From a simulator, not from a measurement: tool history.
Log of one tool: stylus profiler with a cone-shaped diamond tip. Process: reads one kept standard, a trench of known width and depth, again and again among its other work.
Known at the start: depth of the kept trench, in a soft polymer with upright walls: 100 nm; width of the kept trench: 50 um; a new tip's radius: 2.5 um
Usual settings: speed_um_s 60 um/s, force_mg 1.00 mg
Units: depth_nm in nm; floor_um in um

{"run": 1, "hour": 0.0, "speed_um_s": 60, "force_mg": 1.0, "depth_nm": 100.83, "floor_um": 47.32}
{"run": 2, "hour": 94.9, "speed_um_s": 60, "force_mg": 1.0, "depth_nm": 100.81, "floor_um": 47.28}
{"run": 3, "hour": 189.8, "speed_um_s": 60, "force_mg": 1.0, "depth_nm": 100.88, "floor_um": 47.24}
{"run": 4, "hour": 266.1, "speed_um_s": 104, "force_mg": 1.0, "depth_nm": 100.89, "floor_um": 46.8}
{"run": 5, "hour": 328.6, "speed_um_s": 104, "force_mg": 1.0, "depth_nm": 100.87, "floor_um": 46.77}
{"run": 6, "hour": 410.1, "speed_um_s": 60, "force_mg": 1.0, "depth_nm": 100.86, "floor_um": 47.16}
{"run": 7, "hour": 456.1, "speed_um_s": 60, "force_mg": 1.0, "depth_nm": 100.86, "floor_um": 47.22}
{"run": 8, "hour": 547.6, "speed_um_s": 60, "force_mg": 1.0, "depth_nm": 100.91, "floor_um": 47.16}
{"run": 9, "hour": 630.7, "speed_um_s": 60, "force_mg": 1.0, "depth_nm": 100.92, "floor_um": 47.17}
{"run": 10, "hour": 688.5, "speed_um_s": 142, "force_mg": 1.0, "depth_nm": 100.96, "floor_um": 46.3}
{"run": 11, "hour": 762.3, "speed_um_s": 60, "force_mg": 1.0, "depth_nm": 100.89, "floor_um": 47.06}
{"run": 12, "hour": 821.9, "speed_um_s": 60, "force_mg": 1.0, "depth_nm": 100.92, "floor_um": 47.11}
{"run": 13, "hour": 915.8, "speed_um_s": 60, "force_mg": 1.0, "depth_nm": 100.92, "floor_um": 47.06}
{"run": 14, "hour": 969.2, "speed_um_s": 60, "force_mg": 1.0, "depth_nm": 100.98, "floor_um": 47.02}
{"run": 15, "hour": 1010.2, "speed_um_s": 60, "force_mg": 1.0, "depth_nm": 101.0, "floor_um": 47.06}
{"run": 16, "hour": 1110.6, "speed_um_s": 60, "force_mg": 1.0, "depth_nm": 100.94, "floor_um": 47.0}
{"run": 17, "hour": 1197.8, "speed_um_s": 58, "force_mg": 1.0, "depth_nm": 101.0, "floor_um": 47.0}
{"run": 18, "hour": 1280.9, "speed_um_s": 58, "force_mg": 1.0, "depth_nm": 100.99, "floor_um": 46.98}
{"run": 19, "hour": 1330.2, "speed_um_s": 60, "force_mg": 1.0, "depth_nm": 101.04, "floor_um": 46.95}
{"run": 20, "hour": 1419.1, "speed_um_s": 77, "force_mg": 1.0, "depth_nm": 100.99, "floor_um": 46.79}
{"hour": 1427.9, "done": "height scale calibrated on a step standard"}
{"run": 21, "hour": 1466.0, "speed_um_s": 60, "force_mg": 0.41, "depth_nm": 100.86, "floor_um": 46.59}
{"run": 22, "hour": 1550.2, "speed_um_s": 64, "force_mg": 2.69, "depth_nm": 101.75, "floor_um": 47.11}
{"run": 23, "hour": 1646.8, "speed_um_s": 64, "force_mg": 2.69, "depth_nm": 101.7, "floor_um": 47.08}
{"hour": 1722.4, "done": "height scale calibrated on a step standard, once more"}
{"run": 24, "hour": 1722.4, "speed_um_s": 88, "force_mg": 1.35, "depth_nm": 100.8, "floor_um": 46.7}
{"run": 25, "hour": 1819.9, "speed_um_s": 58, "force_mg": 1.11, "depth_nm": 100.67, "floor_um": 46.9}
{"run": 26, "hour": 1877.5, "speed_um_s": 56, "force_mg": 2.66, "depth_nm": 101.16, "floor_um": 47.12}
{"run": 27, "hour": 1930.0, "speed_um_s": 56, "force_mg": 2.66, "depth_nm": 101.15, "floor_um": 47.1}
{"run": 28, "hour": 1976.6, "speed_um_s": 17, "force_mg": 0.39, "depth_nm": 100.34, "floor_um": 47.15}
{"hour": 1993.9, "done": "new tip fitted, height scale calibrated"}
{"run": 29, "hour": 2045.5, "speed_um_s": 136, "force_mg": 0.43, "depth_nm": 100.33, "floor_um": 46.41}
{"run": 30, "hour": 2089.3, "speed_um_s": 136, "force_mg": 0.43, "depth_nm": 100.33, "floor_um": 46.34}
{"run": 31, "hour": 2167.6, "speed_um_s": 136, "force_mg": 0.43, "depth_nm": 100.36, "floor_um": 46.39}
{"run": 32, "hour": 2209.1, "speed_um_s": 45, "force_mg": 1.35, "depth_nm": 100.74, "floor_um": 48.07}
{"run": 33, "hour": 2252.5, "speed_um_s": 104, "force_mg": 1.0, "depth_nm": 100.7, "floor_um": 47.39}
{"run": 34, "hour": 2301.5, "speed_um_s": 29, "force_mg": 2.59, "depth_nm": 101.17, "floor_um": 48.23}
{"run": 35, "hour": 2376.9, "speed_um_s": 29, "force_mg": 2.59, "depth_nm": 101.22, "floor_um": 48.26}
{"run": 36, "hour": 2462.6, "speed_um_s": 80, "force_mg": 0.43, "depth_nm": 100.47, "floor_um": 47.13}
{"run": 37, "hour": 2516.3, "speed_um_s": 80, "force_mg": 0.43, "depth_nm": 100.4, "floor_um": 47.14}
{"run": 38, "hour": 2599.9, "speed_um_s": 80, "force_mg": 0.43, "depth_nm": 100.37, "floor_um": 47.06}
{"run": 39, "hour": 2692.8, "speed_um_s": 60, "force_mg": 0.63, "depth_nm": 100.51, "floor_um": 47.53}

5 ways to go on from here, each from the tool as it stands after run 39. What would each give?
{"run": "A", "hour": 2743.9, "speed_um_s": 70, "force_mg": 0.57, "depth_nm": "?", "floor_um": "?"}
{"run": "B", "hour": 2743.9, "speed_um_s": 60, "force_mg": 0.46, "depth_nm": "?", "floor_um": "?"}
{"run": "C", "hour": 2743.9, "speed_um_s": 110, "force_mg": 2.01, "depth_nm": "?", "floor_um": "?"}
{"run": "D", "hour": 2743.9, "speed_um_s": 37, "force_mg": 1.22, "depth_nm": "?", "floor_um": "?"}
{"run": "E", "hour": 2743.9, "speed_um_s": 15, "force_mg": 0.8, "depth_nm": "?", "floor_um": "?"}

run=A depth_nm=100.48 floor_um=47.36
run=B depth_nm=100.46 floor_um=47.42
run=C depth_nm=101.13 floor_um=47.49
run=D depth_nm=100.84 floor_um=47.96
run=E depth_nm=100.63 floor_um=48.09
Without the tool's hidden state the same runs would have given:
run=A depth_nm=100.36 floor_um=47.68
run=B depth_nm=100.34 floor_um=47.74
run=C depth_nm=101.01 floor_um=47.81
run=D depth_nm=100.72 floor_um=48.28
run=E depth_nm=100.51 floor_um=48.41

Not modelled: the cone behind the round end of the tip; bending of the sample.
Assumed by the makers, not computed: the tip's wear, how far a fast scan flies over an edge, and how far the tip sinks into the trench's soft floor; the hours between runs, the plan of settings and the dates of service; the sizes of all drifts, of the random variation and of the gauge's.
